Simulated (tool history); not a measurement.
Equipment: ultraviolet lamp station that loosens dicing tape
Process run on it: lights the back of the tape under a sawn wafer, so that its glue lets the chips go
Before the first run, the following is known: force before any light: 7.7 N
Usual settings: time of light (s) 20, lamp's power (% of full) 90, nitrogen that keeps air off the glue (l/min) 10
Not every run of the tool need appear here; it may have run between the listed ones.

| run | hour | time of light (s) | lamp's power (% of full) | nitrogen that keeps air off the glue (l/min) | force that peels the tape off (N) | light that reached the tape (mJ/cm²) |
|---|---|---|---|---|---|---|
| 1 | 0.0 | 20 | 90 | 10 | 0.706 | 467 |
| 2 | 87.0 | 20 | 90 | 10 | 0.730 | 467 |
| 3 | 186.6 | 20 | 90 | 10 | 0.710 | 467 |
| 4 | 262.1 | 20 | 90 | 10 | 0.753 | 471 |
| 5 | 353.5 | 20 | 90 | 10 | 0.724 | 469 |
| 6 | 409.7 | 20 | 66 | 10 | 1.248 | 341 |
| 7 | 466.1 | 20 | 66 | 10 | 1.271 | 348 |
| 8 | 562.8 | 20 | 66 | 10 | 1.327 | 343 |
| 9 | 628.0 | 20 | 90 | 10 | 0.759 | 464 |
| 10 | 684.5 | 20 | 90 | 10 | 0.730 | 468 |
| 11 | 730.2 | 20 | 90 | 10 | 0.752 | 470 |
| 12 | 801.2 | 20 | 90 | 10 | 0.761 | 463 |
| 13 | 896.3 | 20 | 90 | 9 | 0.786 | 470 |
| 14 | 958.9 | 20 | 90 | 10 | 0.739 | 466 |
| 15 | 1054.1 | 20 | 90 | 10 | 0.754 | 473 |
| 16 | 1152.1 | 20 | 90 | 10 | 0.732 | 466 |
| 17 | 1244.0 | 20 | 90 | 10 | 0.744 | 473 |
| 18 | 1291.5 | 20 | 90 | 10 | 0.750 | 465 |
| 19 | 1379.6 | 20 | 90 | 10 | 0.735 | 464 |
| 20 | 1467.4 | 20 | 90 | 10 | 0.727 | 464 |
| 21 | 1514.6 | 20 | 90 | 10 | 0.757 | 464 |
| 22 | 1599.0 | 36 | 90 | 3 | 0.580 | 834 |
| 23 | 1646.0 | 36 | 90 | 3 | 0.577 | 848 |
| 24 | 1712.4 | 20 | 70 | 10 | 1.160 | 363 |
| 25 | 1772.5 | 20 | 92 | 6 | 1.051 | 483 |
| 26 | 1812.9 | 20 | 92 | 6 | 1.013 | 476 |
| 27 | 1902.6 | 20 | 92 | 6 | 1.001 | 480 |
| 28 | 1986.4 | 20 | 83 | 6 | 1.293 | 430 |
| 29 | 2045.1 | 20 | 83 | 6 | 1.286 | 436 |
| 30 | 2119.6 | 29 | 74 | 10 | 0.514 | 559 |
| 31 | 2180.0 | 16 | 97 | 10 | 1.000 | 401 |
| 32 | 2221.2 | 16 | 74 | 4 | 2.449 | 310 |
| 33 | 2263.3 | 12 | 90 | 7 | 2.071 | 285 |
| 34 | 2317.2 | 20 | 90 | 10 | 0.737 | 464 |
| 35 | 2413.9 | 15 | 97 | 9 | 1.200 | 380 |
| 36 | 2495.5 | 11 | 71 | 6 | 3.237 | 203 |
| 37 | 2561.0 | 11 | 71 | 6 | 3.255 | 203 |
| 38 | 2630.7 | 11 | 71 | 6 | 3.100 | 204 |
| 39 | 2679.5 | 11 | 71 | 6 | 3.347 | 203 |
| 40 | 2742.3 | 11 | 71 | 6 | 3.234 | 198 |
| 41 | 2796.2 | 22 | 86 | 4 | 1.277 | 495 |

Missing from the log above: 7 entries noted between runs. For each, name the pair of listed runs it sits between and say how the tool's hidden condition differs from the listed run just before to the listed run just after:
From run 4 to run 5: window cleaned of glue's vapour (hour 275.1)
  lamp's light, % of a new lamp's: 99.9 -> 99.8; light that the window lets through, % of a clean one's: 99.9 -> 100
From run 11 to run 12: window cleaned of glue's vapour (hour 770.9)
  light that the window lets through, % of a clean one's: 99.9 -> 100
From run 17 to run 18: window cleaned of glue's vapour (hour 1265.4); lamp changed (hour 1271.3)
  lamp's light, % of a new lamp's: 99.8 -> 100; light that the window lets through, % of a clean one's: 99.9 -> 100
From run 24 to run 25: window cleaned of glue's vapour (hour 1764.7)
  light that the window lets through, % of a clean one's: 99.9 -> 100
From run 32 to run 33: window cleaned of glue's vapour (hour 2259.4)
  light that the window lets through, % of a clean one's: 99.9 -> 100
From run 40 to run 41: window cleaned of glue's vapour (hour 2757.5)
  lamp's light, % of a new lamp's: 99.9 -> 99.8; light that the window lets through, % of a clean one's: 99.8 -> 100
